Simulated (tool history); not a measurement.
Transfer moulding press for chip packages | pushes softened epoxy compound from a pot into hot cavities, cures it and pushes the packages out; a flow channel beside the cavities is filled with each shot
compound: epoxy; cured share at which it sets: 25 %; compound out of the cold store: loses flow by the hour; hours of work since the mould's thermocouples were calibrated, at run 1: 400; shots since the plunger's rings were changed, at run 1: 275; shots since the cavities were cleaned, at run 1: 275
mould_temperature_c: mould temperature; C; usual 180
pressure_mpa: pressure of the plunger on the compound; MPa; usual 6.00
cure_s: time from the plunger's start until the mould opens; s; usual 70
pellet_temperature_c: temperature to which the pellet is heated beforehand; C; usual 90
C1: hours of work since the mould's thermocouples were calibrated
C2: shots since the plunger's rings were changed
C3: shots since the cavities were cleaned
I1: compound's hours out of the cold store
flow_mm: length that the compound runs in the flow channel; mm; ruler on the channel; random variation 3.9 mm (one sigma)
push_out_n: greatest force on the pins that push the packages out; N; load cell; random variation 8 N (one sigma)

{"run": 1, "hour": 0.0, "mould_temperature_c": 180, "pressure_mpa": 6.0, "cure_s": 70, "pellet_temperature_c": 90, "C1": 400, "C2": 275, "C3": 275, "I1": 19.9, "flow_mm": 681, "push_out_n": 438}
{"run": 2, "hour": 30.9, "mould_temperature_c": 180, "pressure_mpa": 6.0, "cure_s": 70, "pellet_temperature_c": 90, "C1": 421, "C2": 745, "C3": 745, "I1": 32.2, "flow_mm": 646, "push_out_n": 484}
{"hour": 48.2, "done": "cavities cleaned with cleaning compound and waxed"}
{"run": 3, "hour": 62.9, "mould_temperature_c": 180, "pressure_mpa": 6.0, "cure_s": 72, "pellet_temperature_c": 90, "C1": 442, "C2": 1211, "C3": 225, "I1": 34.1, "flow_mm": 636, "push_out_n": 392}
{"run": 4, "hour": 88.7, "mould_temperature_c": 180, "pressure_mpa": 6.34, "cure_s": 72, "pellet_temperature_c": 90, "C1": 459, "C2": 1603, "C3": 617, "I1": 21.0, "flow_mm": 682, "push_out_n": 458}
{"hour": 114.5, "done": "cavities cleaned with cleaning compound and waxed"}
{"run": 5, "hour": 124.1, "mould_temperature_c": 180, "pressure_mpa": 6.34, "cure_s": 72, "pellet_temperature_c": 92, "C1": 482, "C2": 2120, "C3": 146, "I1": 38.4, "flow_mm": 626, "push_out_n": 362}
{"hour": 140.7, "done": "mould's thermocouples calibrated"}
{"run": 6, "hour": 143.1, "mould_temperature_c": 180, "pressure_mpa": 6.34, "cure_s": 72, "pellet_temperature_c": 92, "C1": 2, "C2": 2378, "C3": 404, "I1": 24.9, "flow_mm": 661, "push_out_n": 380}
{"run": 7, "hour": 162.8, "mould_temperature_c": 180, "pressure_mpa": 6.34, "cure_s": 72, "pellet_temperature_c": 92, "C1": 15, "C2": 2679, "C3": 705, "I1": 30.5, "flow_mm": 639, "push_out_n": 405}
{"hour": 183.9, "done": "cavities cleaned with cleaning compound and waxed"}
{"hour": 190.3, "done": "plunger's sealing rings changed"}
{"run": 8, "hour": 197.6, "mould_temperature_c": 180, "pressure_mpa": 6.34, "cure_s": 72, "pellet_temperature_c": 92, "C1": 36, "C2": 111, "C3": 171, "I1": 19.8, "flow_mm": 699, "push_out_n": 340}
{"run": 9, "hour": 229.5, "mould_temperature_c": 180, "pressure_mpa": 6.34, "cure_s": 72, "pellet_temperature_c": 92, "C1": 57, "C2": 597, "C3": 657, "I1": 44.4, "flow_mm": 632, "push_out_n": 418}
{"run": 10, "hour": 248.6, "mould_temperature_c": 180, "pressure_mpa": 6.0, "cure_s": 70, "pellet_temperature_c": 90, "C1": 70, "C2": 888, "C3": 948, "I1": 41.3, "flow_mm": 617, "push_out_n": 446}
{"hour": 252.3, "done": "cavities cleaned with cleaning compound and waxed"}
{"run": 11, "hour": 267.9, "mould_temperature_c": 180, "pressure_mpa": 6.0, "cure_s": 70, "pellet_temperature_c": 90, "C1": 82, "C2": 1160, "C3": 238, "I1": 17.3, "flow_mm": 674, "push_out_n": 414}
{"run": 12, "hour": 287.6, "mould_temperature_c": 178, "pressure_mpa": 6.0, "cure_s": 70, "pellet_temperature_c": 90, "C1": 95, "C2": 1461, "C3": 539, "I1": 42.4, "flow_mm": 607, "push_out_n": 491}
{"run": 13, "hour": 303.2, "mould_temperature_c": 178, "pressure_mpa": 6.0, "cure_s": 70, "pellet_temperature_c": 90, "C1": 106, "C2": 1699, "C3": 777, "I1": 35.0, "flow_mm": 628, "push_out_n": 525}
{"hour": 318.5, "done": "cavities cleaned with cleaning compound and waxed"}
{"run": 14, "hour": 338.1, "mould_temperature_c": 180, "pressure_mpa": 5.0, "cure_s": 58, "pellet_temperature_c": 90, "C1": 128, "C2": 2207, "C3": 299, "I1": 42.1, "flow_mm": 547, "push_out_n": 677}
{"run": 15, "hour": 357.5, "mould_temperature_c": 172, "pressure_mpa": 5.0, "cure_s": 58, "pellet_temperature_c": 95, "C1": 141, "C2": 2503, "C3": 595, "I1": 18.7, "flow_mm": 608, "push_out_n": 1089}
{"run": 16, "hour": 375.0, "mould_temperature_c": 183, "pressure_mpa": 6.0, "cure_s": 56, "pellet_temperature_c": 90, "C1": 153, "C2": 2769, "C3": 861, "I1": 34.7, "flow_mm": 598, "push_out_n": 691}
{"hour": 384.5, "done": "cavities cleaned with cleaning compound and waxed"}
{"run": 17, "hour": 390.6, "mould_temperature_c": 187, "pressure_mpa": 6.0, "cure_s": 70, "pellet_temperature_c": 83, "C1": 163, "C2": 2985, "C3": 94, "I1": 37.3, "flow_mm": 594, "push_out_n": 242}
{"hour": 395.8, "done": "plunger's sealing rings changed"}
{"run": 18, "hour": 426.6, "mould_temperature_c": 187, "pressure_mpa": 6.0, "cure_s": 70, "pellet_temperature_c": 83, "C1": 185, "C2": 468, "C3": 603, "I1": 22.7, "flow_mm": 655, "push_out_n": 311}
{"run": 19, "hour": 447.6, "mould_temperature_c": 187, "pressure_mpa": 6.0, "cure_s": 104, "pellet_temperature_c": 83, "C1": 199, "C2": 790, "C3": 925, "I1": 35.0, "flow_mm": 619, "push_out_n": 226}
{"hour": 453.6, "done": "cavities cleaned with cleaning compound and waxed"}
{"run": 20, "hour": 477.7, "mould_temperature_c": 178, "pressure_mpa": 6.0, "cure_s": 85, "pellet_temperature_c": 90, "C1": 218, "C2": 1224, "C3": 366, "I1": 43.4, "flow_mm": 618, "push_out_n": 297}
{"run": 21, "hour": 507.3, "mould_temperature_c": 185, "pressure_mpa": 5.49, "cure_s": 106, "pellet_temperature_c": 100, "C1": 238, "C2": 1676, "C3": 818, "I1": 28.1, "flow_mm": 605, "push_out_n": 223}
{"hour": 519.9, "done": "cavities cleaned with cleaning compound and waxed"}
{"run": 22, "hour": 531.8, "mould_temperature_c": 185, "pressure_mpa": 4.59, "cure_s": 89, "pellet_temperature_c": 100, "C1": 254, "C2": 2026, "C3": 181, "I1": 34.9, "flow_mm": 536, "push_out_n": 187}
{"run": 23, "hour": 564.4, "mould_temperature_c": 180, "pressure_mpa": 6.0, "cure_s": 69, "pellet_temperature_c": 86, "C1": 276, "C2": 2523, "C3": 678, "I1": 24.1, "flow_mm": 642, "push_out_n": 485}
{"run": 24, "hour": 580.6, "mould_temperature_c": 178, "pressure_mpa": 7.27, "cure_s": 108, "pellet_temperature_c": 83, "C1": 287, "C2": 2769, "C3": 924, "I1": 43.4, "flow_mm": 660, "push_out_n": 234}

Forecast each of these 3 alternatives for the next run:
{"hour": 586.6, "done": "cavities cleaned with cleaning compound and waxed"}
{"hour": 602.6, "done": "plunger's sealing rings changed"}
{"run": "A", "hour": 613.3, "mould_temperature_c": 180, "pressure_mpa": 6.0, "cure_s": 82, "pellet_temperature_c": 98, "C1": 306, "C2": 162, "C3": 369, "I1": 33.0, "flow_mm": "?", "push_out_n": "?"}
{"hour": 586.6, "done": "cavities cleaned with cleaning compound and waxed"}
{"hour": 602.6, "done": "plunger's sealing rings changed"}
{"run": "B", "hour": 613.3, "mould_temperature_c": 180, "pressure_mpa": 6.0, "cure_s": 78, "pellet_temperature_c": 87, "C1": 306, "C2": 162, "C3": 369, "I1": 10.1, "flow_mm": "?", "push_out_n": "?"}
{"hour": 586.6, "done": "cavities cleaned with cleaning compound and waxed"}
{"hour": 602.6, "done": "plunger's sealing rings changed"}
{"run": "C", "hour": 613.3, "mould_temperature_c": 177, "pressure_mpa": 4.98, "cure_s": 54, "pellet_temperature_c": 83, "C1": 306, "C2": 162, "C3": 369, "I1": 24.7, "flow_mm": "?", "push_out_n": "?"}

run=A flow_mm=647 push_out_n=285
run=B flow_mm=709 push_out_n=343
run=C flow_mm=617 push_out_n=912
Without the tool's hidden state the same runs would have given:
run=A flow_mm=650 push_out_n=222
run=B flow_mm=712 push_out_n=265
run=C flow_mm=620 push_out_n=714
